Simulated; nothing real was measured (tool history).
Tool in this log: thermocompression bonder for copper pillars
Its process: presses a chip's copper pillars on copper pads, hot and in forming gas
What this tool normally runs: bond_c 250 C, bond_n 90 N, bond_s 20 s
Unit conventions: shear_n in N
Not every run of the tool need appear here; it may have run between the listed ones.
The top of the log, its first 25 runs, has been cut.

run 26 hour=159.8 | bond_c=224 bond_n=90 bond_s=22 | shear_n=45.3
run 27 hour=165.6 | bond_c=261 bond_n=90 bond_s=22 | shear_n=73.6
run 28 hour=171.8 | bond_c=269 bond_n=119 bond_s=22 | shear_n=93.8
run 29 hour=176.7 | bond_c=256 bond_n=90 bond_s=16 | shear_n=61.6
run 30 hour=184.8 | bond_c=271 bond_n=85 bond_s=13 | shear_n=65.6
run 31 hour=190.7 | bond_c=250 bond_n=116 bond_s=42 | shear_n=92.9
run 32 hour=196.6 | bond_c=271 bond_n=64 bond_s=15 | shear_n=52.4
run 33 hour=203.3 | bond_c=271 bond_n=64 bond_s=15 | shear_n=54.1
run 34 hour=209.7 | bond_c=259 bond_n=62 bond_s=22 | shear_n=50.2
run 35 hour=217.5 | bond_c=259 bond_n=62 bond_s=22 | shear_n=51.4
run 36 hour=223.6 | bond_c=259 bond_n=62 bond_s=22 | shear_n=51
run 37 hour=228.6 | bond_c=259 bond_n=62 bond_s=22 | shear_n=51.9
run 38 hour=234.8 | bond_c=259 bond_n=62 bond_s=22 | shear_n=52
run 39 hour=240.4 | bond_c=239 bond_n=98 bond_s=34 | shear_n=69.7
run 40 hour=246.4 | bond_c=239 bond_n=98 bond_s=34 | shear_n=70.6

Below are 4 alternative next runs, each starting from the tool's condition after run 40. Predict each:
run A hour=250.9 | bond_c=250 bond_n=90 bond_s=14 | shear_n=?
run B hour=250.9 | bond_c=233 bond_n=98 bond_s=34 | shear_n=?
run C hour=250.9 | bond_c=273 bond_n=68 bond_s=11 | shear_n=?
run D hour=250.9 | bond_c=241 bond_n=124 bond_s=51 | shear_n=?

run=A shear_n=55
run=B shear_n=65.7
run=C shear_n=49.7
run=D shear_n=96.4
The same runs, with their run-to-run variation unchanged, on a tool lacking any hidden condition would have given:
run=A shear_n=54.7
run=B shear_n=65.4
run=C shear_n=49.5
run=D shear_n=96.2
